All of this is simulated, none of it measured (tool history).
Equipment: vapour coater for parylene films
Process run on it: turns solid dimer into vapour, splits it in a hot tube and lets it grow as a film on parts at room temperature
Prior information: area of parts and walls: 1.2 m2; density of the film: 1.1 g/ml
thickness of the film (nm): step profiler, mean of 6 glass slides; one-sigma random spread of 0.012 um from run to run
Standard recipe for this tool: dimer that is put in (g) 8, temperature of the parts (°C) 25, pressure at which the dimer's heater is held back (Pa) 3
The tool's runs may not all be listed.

run,day,dimer that is put in (g),temperature of the parts (°C),pressure at which the dimer's heater is held back (Pa),thickness of the film (nm)
1,0,8,25,3,3140
2,0.788,9,25,3,3520
3,1.329,9,25,3,3560
4,2.183,8,25,5.01,2950
5,3.062,8,25,3,3150
6,3.583,8,25,3,3140
7,4.404,8,25,3,3140
8,5.046,8,25,3,3110
9,5.579,8,21,3,3740
10,6.429,8,22,3,3570
11,6.929,8,35,3,1970
12,7.55,8,25,3,3130
13,8.462,8,25,3,3110
14,9.092,8,25,3,3120
15,9.854,8,25,3,3130
16,10.304,10,25,11.24,3260
17,10.892,5,23,11.24,1780
18,11.517,8,19,2.54,4110
19,12.362,11,25,2.54,4360
20,13.192,13,25,2.61,5130
21,14.171,14,25,2.11,5670
# day 14.95: trap's valve overhauled
22,15.108,8,25,5.17,3090
23,15.788,8,25,4.46,3130
24,16.242,8,19,3.86,4210
25,16.708,5,19,3.86,2620
26,17.625,5,19,3.86,2630
27,18.296,4,34,3,1100
28,18.988,6,28,5.04,2010
29,19.879,8,20,3,4130
30,20.333,5,25,4.4,1950

What if the next run were any one of these 5? Each begins from the tool's condition after run 30:
A,21.217,8,25,3.15,?
B,21.217,5,32,4.4,?
C,21.217,10,29,11.43,?
D,21.217,8,35,4.25,?
E,21.217,5,33,4.4,?

run,thickness of the film (nm)
A,3270
B,1430
C,2870
D,1990
E,1360
The same runs, with their run-to-run variation unchanged, on a tool lacking any hidden condition would have given:
run,thickness of the film (nm)
A,3160
B,1380
C,2770
D,1930
E,1320
